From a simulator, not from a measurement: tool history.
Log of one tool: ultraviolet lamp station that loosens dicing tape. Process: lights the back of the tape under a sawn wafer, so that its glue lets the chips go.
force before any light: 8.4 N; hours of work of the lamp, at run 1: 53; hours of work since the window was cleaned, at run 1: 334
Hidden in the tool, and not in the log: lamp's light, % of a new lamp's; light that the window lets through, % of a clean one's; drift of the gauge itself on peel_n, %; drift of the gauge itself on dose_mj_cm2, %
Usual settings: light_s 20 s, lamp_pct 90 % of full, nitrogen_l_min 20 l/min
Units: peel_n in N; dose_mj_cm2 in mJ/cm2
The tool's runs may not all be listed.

run,hour,light_s,lamp_pct,nitrogen_l_min,hours of work of the lamp,hours of work since the window was cleaned,peel_n,dose_mj_cm2
1,0,20,90,20,53,334,0.784,269
2,7.5,20,90,20,57,338,0.769,266
3,15.3,20,90,20,61,342,0.79,269
4,21.5,20,90,20,64,345,0.789,268
5,33.4,20,90,20,70,351,0.8,268
6,41.9,20,90,20,74,355,0.81,261
7,52.7,20,90,20,79,360,0.817,265
8,62.4,11,90,20,84,365,2.256,144
9,74.2,37,90,20,90,371,0.204,488
10,82.2,37,90,18,94,375,0.208,481
11,94.3,37,90,18,100,381,0.227,481
12,102.6,37,90,18,104,385,0.22,482
13,110.7,37,95,7,108,389,0.416,500
14,117.7,17,90,20,112,392,1.197,217
15,124.6,30,62,20,115,396,0.829,265
16,132.1,30,73,20,119,400,0.579,307
17,140.3,32,63,20,123,404,0.687,285
18,149.5,11,90,26,127,408,2.131,136
19,159.1,29,77,7,132,413,1.215,314
20,170.5,28,99,8,138,419,0.711,385

Run 21 comes next. What will it give?
21,177.9,28,99,8,141,422,?,?

peel_n: 0.68 N
dose_mj_cm2: 390 mJ/cm2
Without the tool's hidden state the same run would have given peel_n 0.382 N, dose_mj_cm2 497 mJ/cm2.

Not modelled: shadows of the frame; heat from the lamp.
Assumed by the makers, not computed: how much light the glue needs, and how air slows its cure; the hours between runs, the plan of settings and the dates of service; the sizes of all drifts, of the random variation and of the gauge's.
